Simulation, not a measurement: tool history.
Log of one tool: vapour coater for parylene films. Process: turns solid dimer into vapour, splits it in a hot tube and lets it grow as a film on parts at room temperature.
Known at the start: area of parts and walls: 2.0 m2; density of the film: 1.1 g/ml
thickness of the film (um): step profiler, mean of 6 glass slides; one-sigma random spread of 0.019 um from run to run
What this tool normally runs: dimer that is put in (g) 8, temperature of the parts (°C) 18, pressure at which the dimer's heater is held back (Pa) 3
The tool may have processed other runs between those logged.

run     day  dimer that is put in (g)  temperature of the parts (°C)  pressure at which the dimer's heater is held back (Pa)  thickness of the film (um)
  1       0                         8                             18                                                       3                        2.62
  2   1.233                         8                             18                                                       3                        2.62
  3   3.712                         8                             18                                                       3                        2.56
  4   5.625                         8                             22                                                       3                        2.25
  5   7.083                         8                             22                                                    6.74                        1.93
  6   9.267                         8                             22                                                    6.74                        1.88
  7  10.471                         8                             22                                                    6.74                        1.87
     10.946  -- trap's valve overhauled
  8  11.846                         8                             22                                                    6.74                        2.13
  9  13.604                         5                             18                                                    6.74                        1.42
 10  15.504                         8                             28                                                       3                         2.1
 11  16.838                         8                             28                                                     3.7                           2
 12  19.179                         3                             18                                                    4.01                        0.94

Alternative continuations, all from the tool just after run 12; predict every row:
  A  20.217                         8                             18                                                    2.18                           ?
  B  20.217                         3                             21                                                    4.62                           ?
  C  20.217                         3                             23                                                    4.52                           ?

run  thickness of the film (um)
  A                        2.87
  B                        0.86
  C                        0.77
With the hidden condition removed and each run's random variation left untouched, the same runs would have given:
run  thickness of the film (um)
  A                        3.06
  B                        0.91
  C                        0.82
